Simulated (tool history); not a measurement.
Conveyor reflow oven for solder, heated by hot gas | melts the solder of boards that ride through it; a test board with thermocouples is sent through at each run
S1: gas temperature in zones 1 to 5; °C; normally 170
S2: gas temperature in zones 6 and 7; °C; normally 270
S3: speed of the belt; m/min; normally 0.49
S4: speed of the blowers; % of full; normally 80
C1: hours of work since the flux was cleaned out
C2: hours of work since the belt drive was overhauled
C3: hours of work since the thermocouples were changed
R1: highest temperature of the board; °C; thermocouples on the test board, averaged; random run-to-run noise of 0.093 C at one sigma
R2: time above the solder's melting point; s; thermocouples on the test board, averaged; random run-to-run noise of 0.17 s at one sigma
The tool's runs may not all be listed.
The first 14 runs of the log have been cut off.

| run | day | S1 | S2 | S3 | S4 | C1 | C2 | C3 | R1 | R2 |
|---|---|---|---|---|---|---|---|---|---|---|
|  | 7.917 | belt drive overhauled, speed set with a stopwatch |
| 15 | 8.483 | 170 | 270 | 0.508 | 80 | 39 | 10 | 776 | 259.81 | 76.7 |
| 16 | 8.892 | 170 | 279 | 0.486 | 80 | 46 | 18 | 783 | 269.21 | 86.9 |
| 17 | 9.617 | 156 | 271 | 0.481 | 55 | 59 | 31 | 797 | 253.57 | 68.6 |
|  | 10.042 | belt drive overhauled, speed set with a stopwatch, once more |
| 18 | 10.283 | 173 | 284 | 0.397 | 52 | 68 | 4 | 806 | 273.57 | 109.8 |
| 19 | 10.625 | 170 | 283 | 0.519 | 80 | 75 | 11 | 812 | 271.21 | 81.3 |
| 20 | 11.312 | 170 | 270 | 0.483 | 80 | 87 | 23 | 824 | 260.77 | 81.8 |
| 21 | 12.133 | 181 | 281 | 0.414 | 80 | 102 | 38 | 839 | 275.66 | 110.6 |
| 22 | 12.871 | 170 | 268 | 0.501 | 80 | 115 | 51 | 853 | 257.91 | 76.7 |
| 23 | 13.225 | 170 | 268 | 0.501 | 80 | 122 | 58 | 859 | 258.01 | 76.7 |
| 24 | 13.908 | 179 | 270 | 0.395 | 80 | 134 | 70 | 871 | 266 | 110 |
| 25 | 14.45 | 179 | 270 | 0.395 | 80 | 144 | 80 | 881 | 265.72 | 109.5 |
| 26 | 14.817 | 179 | 263 | 0.395 | 80 | 151 | 87 | 888 | 259.03 | 105 |
| 27 | 15.354 | 174 | 279 | 0.423 | 83 | 160 | 96 | 898 | 273.13 | 103.9 |

Estimate the outcome of run 28 from the log above:
| 28 | 16.175 | 174 | 260 | 0.423 | 58 | 175 | 111 | 913 | ? | ? |

{"run 28": {"R1": 250.89, "R2": 86.6}}
Had the tool carried no hidden state, the very same run would have given R1 250.01 °C, R2 85.8 s.

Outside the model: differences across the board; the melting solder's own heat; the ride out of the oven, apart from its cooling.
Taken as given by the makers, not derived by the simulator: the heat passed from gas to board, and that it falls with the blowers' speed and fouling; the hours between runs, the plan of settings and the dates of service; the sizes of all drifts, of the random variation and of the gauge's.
